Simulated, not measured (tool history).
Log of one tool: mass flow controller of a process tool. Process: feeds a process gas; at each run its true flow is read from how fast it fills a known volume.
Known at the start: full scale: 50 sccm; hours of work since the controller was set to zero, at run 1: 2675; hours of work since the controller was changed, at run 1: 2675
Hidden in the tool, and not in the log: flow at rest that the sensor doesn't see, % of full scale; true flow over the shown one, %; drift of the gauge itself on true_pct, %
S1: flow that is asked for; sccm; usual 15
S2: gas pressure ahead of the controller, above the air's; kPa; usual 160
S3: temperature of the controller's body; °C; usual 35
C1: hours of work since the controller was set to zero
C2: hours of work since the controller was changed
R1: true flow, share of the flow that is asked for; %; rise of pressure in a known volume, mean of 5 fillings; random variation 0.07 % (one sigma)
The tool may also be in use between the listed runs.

| run | hour | S1 | S2 | S3 | C1 | C2 | R1 |
|---|---|---|---|---|---|---|---|
| 1 | 0 | 15 | 160 | 35 | 2675 | 2675 | 98.88 |
| 2 | 228.5 | 15 | 160 | 35 | 2752 | 2752 | 98.87 |
| 3 | 369.6 | 15 | 203 | 35 | 2799 | 2799 | 99.13 |
| 4 | 524.8 | 15 | 203 | 35 | 2851 | 2851 | 99.08 |
| 5 | 779.9 | 15 | 160 | 35 | 2936 | 2936 | 99.05 |
| 6 | 1020 | 15 | 160 | 35 | 3016 | 3016 | 98.9 |
| 7 | 1171.2 | 15 | 160 | 35 | 3067 | 3067 | 99.14 |
| 8 | 1383.1 | 15 | 160 | 35 | 3138 | 3138 | 99.09 |
| 9 | 1570.4 | 10 | 160 | 35 | 3200 | 3200 | 99.29 |
| 10 | 1768.6 | 12 | 160 | 35 | 3266 | 3266 | 99.17 |
| 11 | 2027 | 12 | 160 | 35 | 3353 | 3353 | 99.17 |
| 12 | 2279.2 | 15 | 160 | 35 | 3437 | 3437 | 99.25 |
|  | 2293.1 | controller's zero set anew |
| 13 | 2529.9 | 15 | 160 | 35 | 79 | 3521 | 99.59 |
| 14 | 2794.1 | 15 | 160 | 35 | 167 | 3609 | 99.73 |
| 15 | 3023.7 | 8 | 198 | 33 | 244 | 3686 | 100.93 |
| 16 | 3232.7 | 15 | 188 | 29 | 314 | 3755 | 99.48 |
| 17 | 3412.4 | 15 | 188 | 29 | 374 | 3816 | 99.49 |
|  | 3614.2 | controller's zero set anew, once more |
| 18 | 3637.2 | 8 | 141 | 26 | 8 | 3890 | 96.9 |
| 19 | 3786.2 | 15 | 247 | 35 | 57 | 3940 | 98.21 |
| 20 | 3975 | 15 | 247 | 35 | 121 | 4003 | 98.29 |
| 21 | 4111.3 | 26 | 160 | 23 | 166 | 4049 | 97.7 |
| 22 | 4363.1 | 26 | 160 | 23 | 250 | 4133 | 97.81 |
| 23 | 4622.7 | 26 | 160 | 23 | 337 | 4220 | 97.79 |
| 24 | 4833.3 | 26 | 160 | 23 | 407 | 4290 | 97.76 |
| 25 | 5036.2 | 43 | 146 | 37 | 475 | 4358 | 99.77 |
| 26 | 5290.9 | 45 | 146 | 28 | 560 | 4443 | 99.31 |
| 27 | 5431.9 | 45 | 146 | 28 | 607 | 4490 | 99.24 |

Forecast each of these 3 alternatives for the next run:
| A | 5592.3 | 13 | 146 | 33 | 661 | 4544 | ? |
| B | 5592.3 | 33 | 146 | 29 | 661 | 4544 | ? |
| C | 5592.3 | 21 | 197 | 32 | 661 | 4544 | ? |

| run | R1 |
|---|---|
| A | 97.84 |
| B | 98.53 |
| C | 98.17 |
Without the tool's hidden state the same runs would have given:
| run | R1 |
|---|---|
| A | 97.97 |
| B | 98.91 |
| C | 98.46 |
